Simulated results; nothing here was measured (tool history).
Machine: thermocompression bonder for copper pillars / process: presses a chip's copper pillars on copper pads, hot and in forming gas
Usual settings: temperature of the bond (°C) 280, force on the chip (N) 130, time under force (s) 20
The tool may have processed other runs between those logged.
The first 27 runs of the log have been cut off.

| run | hour | temperature of the bond (°C) | force on the chip (N) | time under force (s) | hours of work since the heater was calibrated | hours of work since the force cell was calibrated | hours of work since the gas filter was changed | force that shears a chip off (N) |
|---|---|---|---|---|---|---|---|---|
|  | 302.2 | forming gas filter changed |
| 28 | 308.7 | 280 | 118 | 26 | 525 | 30 | 4 | 48.9 |
| 29 | 317.0 | 294 | 85 | 15 | 531 | 36 | 10 | 39.3 |
| 30 | 327.5 | 294 | 85 | 15 | 538 | 43 | 17 | 39.3 |
| 31 | 334.2 | 291 | 119 | 26 | 542 | 47 | 21 | 56.0 |
| 32 | 349.7 | 292 | 122 | 35 | 553 | 58 | 32 | 62.7 |
| 33 | 365.5 | 252 | 138 | 55 | 563 | 68 | 42 | 49.4 |
| 34 | 376.9 | 280 | 130 | 25 | 571 | 76 | 50 | 51.0 |
| 35 | 387.9 | 296 | 130 | 25 | 578 | 83 | 57 | 60.6 |
| 36 | 395.2 | 262 | 130 | 20 | 583 | 88 | 62 | 36.3 |
| 37 | 402.7 | 289 | 81 | 20 | 588 | 93 | 67 | 38.9 |
| 38 | 414.8 | 289 | 81 | 20 | 596 | 101 | 75 | 38.1 |
| 39 | 424.8 | 280 | 191 | 15 | 603 | 108 | 82 | 52.3 |
| 40 | 438.7 | 280 | 191 | 15 | 612 | 117 | 91 | 51.5 |

Alternative continuations, all from the tool just after run 40; predict every row:
| A | 451.7 | 280 | 185 | 15 | 621 | 126 | 100 | ? |
| B | 451.7 | 309 | 191 | 19 | 621 | 126 | 100 | ? |
| C | 451.7 | 280 | 191 | 54 | 621 | 126 | 100 | ? |

| run | force that shears a chip off (N) |
|---|---|
| A | 51.1 |
| B | 73.1 |
| C | 76.7 |
Had the tool no hidden state, the same runs would have come out as:
| run | force that shears a chip off (N) |
|---|---|
| A | 55.7 |
| B | 77.9 |
| C | 81.9 |
